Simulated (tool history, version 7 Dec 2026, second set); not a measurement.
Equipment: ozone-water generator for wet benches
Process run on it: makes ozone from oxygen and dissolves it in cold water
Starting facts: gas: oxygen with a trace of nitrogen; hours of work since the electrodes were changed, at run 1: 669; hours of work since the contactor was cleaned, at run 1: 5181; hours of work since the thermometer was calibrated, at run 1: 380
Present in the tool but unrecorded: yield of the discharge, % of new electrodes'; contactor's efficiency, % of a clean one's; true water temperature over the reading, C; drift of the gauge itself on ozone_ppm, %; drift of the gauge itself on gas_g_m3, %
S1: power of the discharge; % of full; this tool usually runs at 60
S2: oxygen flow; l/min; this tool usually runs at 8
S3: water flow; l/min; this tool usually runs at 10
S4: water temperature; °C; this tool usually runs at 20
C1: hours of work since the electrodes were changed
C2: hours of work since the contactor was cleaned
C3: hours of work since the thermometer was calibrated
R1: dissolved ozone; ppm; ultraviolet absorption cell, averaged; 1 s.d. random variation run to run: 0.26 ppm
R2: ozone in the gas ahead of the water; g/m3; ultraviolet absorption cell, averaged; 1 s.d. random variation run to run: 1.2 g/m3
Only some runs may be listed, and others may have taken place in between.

| run | hour | S1 | S2 | S3 | S4 | C1 | C2 | C3 | R1 | R2 |
|---|---|---|---|---|---|---|---|---|---|---|
| 1 | 0 | 60 | 8 | 10 | 20 | 669 | 5181 | 380 | 37.9 | 214.6 |
| 2 | 34.5 | 60 | 8 | 10 | 20 | 695 | 5207 | 406 | 37.8 | 213.1 |
| 3 | 66.4 | 60 | 8 | 10 | 20 | 719 | 5231 | 430 | 37.8 | 214.1 |
| 4 | 110.2 | 60 | 8 | 6 | 20 | 752 | 5265 | 463 | 47.4 | 211.8 |
| 5 | 137.9 | 60 | 8 | 6 | 20 | 773 | 5286 | 484 | 47 | 212.2 |
| 6 | 168.6 | 60 | 8 | 6 | 20 | 796 | 5309 | 507 | 47.5 | 214.1 |
| 7 | 202.5 | 60 | 8 | 6 | 20 | 822 | 5334 | 533 | 46.9 | 215.1 |
| 8 | 230.2 | 60 | 8 | 6 | 20 | 843 | 5355 | 554 | 46.9 | 213.6 |
| 9 | 258.8 | 60 | 8 | 6 | 20 | 865 | 5377 | 575 | 46.8 | 213 |
| 10 | 287.2 | 87 | 8 | 10 | 20 | 886 | 5398 | 597 | 47 | 266 |
|  | 290.2 | water thermometer calibrated |
| 11 | 310.8 | 87 | 8 | 10 | 20 | 904 | 5416 | 16 | 47.1 | 265.6 |
| 12 | 335.9 | 60 | 8 | 10 | 13 | 923 | 5435 | 35 | 44.4 | 211 |
| 13 | 376.8 | 60 | 8 | 10 | 20 | 953 | 5466 | 65 | 37.7 | 213.2 |
| 14 | 418.6 | 45 | 9.87 | 10 | 13 | 985 | 5498 | 97 | 35 | 159 |
| 15 | 471 | 45 | 9.87 | 10 | 13 | 1025 | 5537 | 137 | 34.8 | 158.3 |
| 16 | 496.1 | 60 | 6.11 | 10 | 20 | 1044 | 5556 | 156 | 40.5 | 250.6 |
|  | 530.2 | water thermometer calibrated, once more |
| 17 | 534.5 | 44 | 4.6 | 10 | 18 | 1072 | 5585 | 3 | 37.7 | 245.1 |
| 18 | 562.8 | 44 | 4.6 | 10 | 18 | 1094 | 5606 | 25 | 37.6 | 243.6 |
| 19 | 594.6 | 88 | 8 | 10 | 20 | 1118 | 5630 | 49 | 46.9 | 266.1 |
| 20 | 634 | 45 | 8.5 | 6 | 20 | 1148 | 5660 | 79 | 38.3 | 170.8 |
| 21 | 674 | 87 | 7.29 | 10 | 20 | 1178 | 5690 | 109 | 48.3 | 278.7 |
| 22 | 695.5 | 60 | 8.81 | 10 | 12 | 1194 | 5707 | 125 | 44.3 | 200.8 |
| 23 | 732.6 | 60 | 8.81 | 10 | 12 | 1222 | 5735 | 153 | 43.8 | 200.9 |
| 24 | 774.9 | 87 | 6.34 | 7 | 19 | 1254 | 5767 | 185 | 61 | 301.9 |
| 25 | 798 | 87 | 6.34 | 7 | 19 | 1272 | 5784 | 203 | 61.3 | 302.1 |
| 26 | 849.9 | 87 | 6.34 | 7 | 19 | 1311 | 5823 | 242 | 61.5 | 303.5 |

Below are 3 alternative next runs, each starting from the tool's condition after run 26. Predict each:
| A | 882.1 | 87 | 7.97 | 7 | 20 | 1335 | 5848 | 266 | ? | ? |
| B | 882.1 | 87 | 6.34 | 7 | 17 | 1335 | 5848 | 266 | ? | ? |
| C | 882.1 | 60 | 5.55 | 8 | 25 | 1335 | 5848 | 266 | ? | ? |

| run | R1 | R2 |
|---|---|---|
| A | 54.5 | 264.5 |
| B | 63.8 | 300.6 |
| C | 41.7 | 264.6 |
What these runs would have given with no unlogged condition in the tool:
| run | R1 | R2 |
|---|---|---|
| A | 58.5 | 271.9 |
| B | 68.4 | 309 |
| C | 44.7 | 270.5 |
